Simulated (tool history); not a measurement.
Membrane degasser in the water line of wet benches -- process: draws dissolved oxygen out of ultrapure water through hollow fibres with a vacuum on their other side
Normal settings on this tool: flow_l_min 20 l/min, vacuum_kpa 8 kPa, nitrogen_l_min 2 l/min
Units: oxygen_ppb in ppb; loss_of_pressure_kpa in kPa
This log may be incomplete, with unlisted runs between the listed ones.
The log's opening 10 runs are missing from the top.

run	hour	flow_l_min	vacuum_kpa	nitrogen_l_min	hours since the membrane was changed	hours since the vacuum gauge was calibrated	hours since the vacuum lines were made tight	oxygen_ppb	loss_of_pressure_kpa
11	761.4	20	8	1.77	2890	5331	6527	275.4	40.11
12	843	20	8	1.77	2971	5412	6609	275.2	40.4
13	934.7	26	8	2	3063	5504	6700	384.3	51.95
14	999.8	26	8	2	3128	5569	6766	389.1	51.97
15	1110.2	26	8	2	3238	5680	6876	384.1	51.91
16	1189.4	26	8	2	3318	5759	6955	391.7	51.99
17	1260.5	26	8	2	3389	5830	7026	389.7	51.95
18	1310.8	23	8	2	3439	5880	7077	319.8	45.91
19	1384.7	23	8	0.91	3513	5954	7150	440.6	45.69
20	1490.5	27	8	0.91	3619	6060	7256	555.2	53.4
21	1584.3	16	8	0.91	3712	6154	7350	277.3	31.63
22	1659.5	28	8	5.49	3788	6229	7425	347.9	55.33
# hour 1679.9: gauge calibrated
23	1766.3	28	14.82	2.65	3894	6336	7532	551.8	56.81
24	1855.9	16	7.52	2.65	3984	6425	7622	152.3	32.38
25	1907	16	7.52	2.65	4035	6477	7673	147.3	31.98
26	1975.5	16	10.55	2.65	4104	6545	7741	195.6	32.59
27	2050.2	16	10.55	2.65	4178	6620	7816	196.5	31.92
28	2132.4	16	10.55	2.65	4261	6702	7898	192.4	32.16
29	2224.1	16	10.55	2.25	4352	6794	7990	209.4	31.87
30	2332	16	10.55	2.25	4460	6902	8098	210.3	32.2
31	2380.5	15	14.73	2	4509	6950	8146	274.1	30.14
32	2425.5	15	14.73	2	4554	6995	8191	278.6	30.33
33	2505.1	15	6.44	2	4633	7075	8271	131.8	30.43

Forecast each of these 3 alternatives for the next run:
A	2601.1	15	6.75	4.71	4729	7171	8367	?	?
B	2601.1	23	7.97	2	4729	7171	8367	?	?
C	2601.1	20	10.13	1.45	4729	7171	8367	?	?

run	oxygen_ppb	loss_of_pressure_kpa
A	104.1	30.24
B	320.9	46.16
C	357.4	40.17
With the hidden condition removed and each run's random variation left untouched, the same runs would have given:
run	oxygen_ppb	loss_of_pressure_kpa
A	103.9	30.67
B	320.5	46.8
C	357	40.73
